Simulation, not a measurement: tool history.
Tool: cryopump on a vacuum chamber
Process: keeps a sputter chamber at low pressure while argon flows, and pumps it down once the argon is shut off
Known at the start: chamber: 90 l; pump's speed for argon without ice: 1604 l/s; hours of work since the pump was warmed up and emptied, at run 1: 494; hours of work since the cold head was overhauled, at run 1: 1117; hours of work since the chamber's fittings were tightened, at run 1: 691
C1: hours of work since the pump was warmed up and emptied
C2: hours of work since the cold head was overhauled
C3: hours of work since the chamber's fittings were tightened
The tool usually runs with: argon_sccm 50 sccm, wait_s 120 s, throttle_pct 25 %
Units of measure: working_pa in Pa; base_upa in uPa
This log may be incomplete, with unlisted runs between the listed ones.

Run 1, hour 0: usual settings; C1 494; C2 1117; C3 691. Result: working_pa 0.2345 Pa, base_upa 2 uPa.
Run 2, hour 55.6: usual settings; C1 519; C2 1142; C3 716. Result: working_pa 0.2389 Pa, base_upa 1.94 uPa.
Run 3, hour 142.9: usual settings; C1 558; C2 1181; C3 755. Result: working_pa 0.2438 Pa, base_upa 2.21 uPa.
At hour 168.4: pump warmed up, emptied and cooled again.
Run 4, hour 226.7: usual settings; C1 26; C2 1217; C3 790. Result: working_pa 0.2128 Pa, base_upa 1.56 uPa.
Run 5, hour 318: usual settings but argon_sccm 43 sccm; C1 67; C2 1258; C3 831. Result: working_pa 0.1853 Pa, base_upa 1.64 uPa.
Run 6, hour 371.9: usual settings; C1 91; C2 1282; C3 855. Result: working_pa 0.2144 Pa, base_upa 1.74 uPa.
Run 7, hour 434.5: usual settings; C1 119; C2 1310; C3 883. Result: working_pa 0.2155 Pa, base_upa 1.78 uPa.
Run 8, hour 533.9: usual settings; C1 164; C2 1354; C3 928. Result: working_pa 0.2168 Pa, base_upa 1.92 uPa.
Run 9, hour 581.7: usual settings; C1 185; C2 1376; C3 949. Result: working_pa 0.2203 Pa, base_upa 1.98 uPa.
Run 10, hour 648.5: usual settings; C1 215; C2 1405; C3 979. Result: working_pa 0.2211 Pa, base_upa 2.02 uPa.
Run 11, hour 720.6: usual settings but wait_s 163 s; C1 247; C2 1438; C3 1011. Result: working_pa 0.2231 Pa, base_upa 2 uPa.
Run 12, hour 812.5: usual settings; C1 288; C2 1479; C3 1053. Result: working_pa 0.2251 Pa, base_upa 2.25 uPa.
Run 13, hour 888.9: usual settings but argon_sccm 83 sccm, throttle_pct 34 %; C1 322; C2 1513; C3 1087. Result: working_pa 0.2825 Pa, base_upa 2.39 uPa.
Run 14, hour 955.8: usual settings but wait_s 149 s; C1 352; C2 1543; C3 1117. Result: working_pa 0.2272 Pa, base_upa 2.39 uPa.
Run 15, hour 1015.6: usual settings but wait_s 149 s; C1 379; C2 1570; C3 1143. Result: working_pa 0.2278 Pa, base_upa 2.59 uPa.
Run 16, hour 1090.8: usual settings but wait_s 149 s; C1 413; C2 1603; C3 1177. Result: working_pa 0.2307 Pa, base_upa 2.61 uPa.
Run 17, hour 1137.9: usual settings but argon_sccm 41 sccm, wait_s 59 s, throttle_pct 40 %; C1 434; C2 1624; C3 1198. Result: working_pa 0.1262 Pa, base_upa 3.12 uPa.
Run 18, hour 1220.8: usual settings but argon_sccm 41 sccm, wait_s 217 s, throttle_pct 47 %; C1 471; C2 1662; C3 1235. Result: working_pa 0.1118 Pa, base_upa 2.76 uPa.
Run 19, hour 1306.3: usual settings but argon_sccm 33 sccm, wait_s 115 s, throttle_pct 47 %; C1 509; C2 1700; C3 1274. Result: working_pa 0.0913 Pa, base_upa 3.03 uPa.
Run 20, hour 1370.5: usual settings but argon_sccm 33 sccm, wait_s 50 s, throttle_pct 30 %; C1 538; C2 1729; C3 1302. Result: working_pa 0.1348 Pa, base_upa 3.55 uPa.
At hour 1441.9: pump warmed up, emptied and cooled again.
Run 21, hour 1454.8: usual settings but argon_sccm 33 sccm, wait_s 50 s, throttle_pct 30 %; C1 6; C2 1764; C3 1338. Result: working_pa 0.1158 Pa, base_upa 2.63 uPa.
Run 22, hour 1500.9: usual settings but argon_sccm 55 sccm, wait_s 86 s, throttle_pct 17 %; C1 26; C2 1785; C3 1358. Result: working_pa 0.3423 Pa, base_upa 2.38 uPa.
Run 23, hour 1600.2: usual settings but argon_sccm 24 sccm, wait_s 127 s; C1 71; C2 1829; C3 1403. Result: working_pa 0.1025 Pa, base_upa 2.4 uPa.
Run 24, hour 1692.5: usual settings but argon_sccm 60 sccm, wait_s 127 s, throttle_pct 16 %; C1 112; C2 1870; C3 1444. Result: working_pa 0.3992 Pa, base_upa 2.53 uPa.

3 options for the next run, each taken on its own from the tool as it stands now. Forecast them:
Run A, hour 1765.1: usual settings but wait_s 49 s, throttle_pct 60 %; C1 145; C2 1903; C3 1477. Result: working_pa ?, base_upa ?.
Run B, hour 1765.1: usual settings but throttle_pct 19 %; C1 145; C2 1903; C3 1477. Result: working_pa ?, base_upa ?.
Run C, hour 1765.1: usual settings but argon_sccm 54 sccm, throttle_pct 58 %; C1 145; C2 1903; C3 1477. Result: working_pa ?, base_upa ?.

run  working_pa  base_upa
  A       0.093      3.02
  B      0.2825      2.64
  C      0.1041      2.65
With the hidden condition removed and each run's random variation left untouched, the same runs would have given:
run  working_pa  base_upa
  A       0.087      0.89
  B      0.2765      0.47
  C      0.0977      0.48
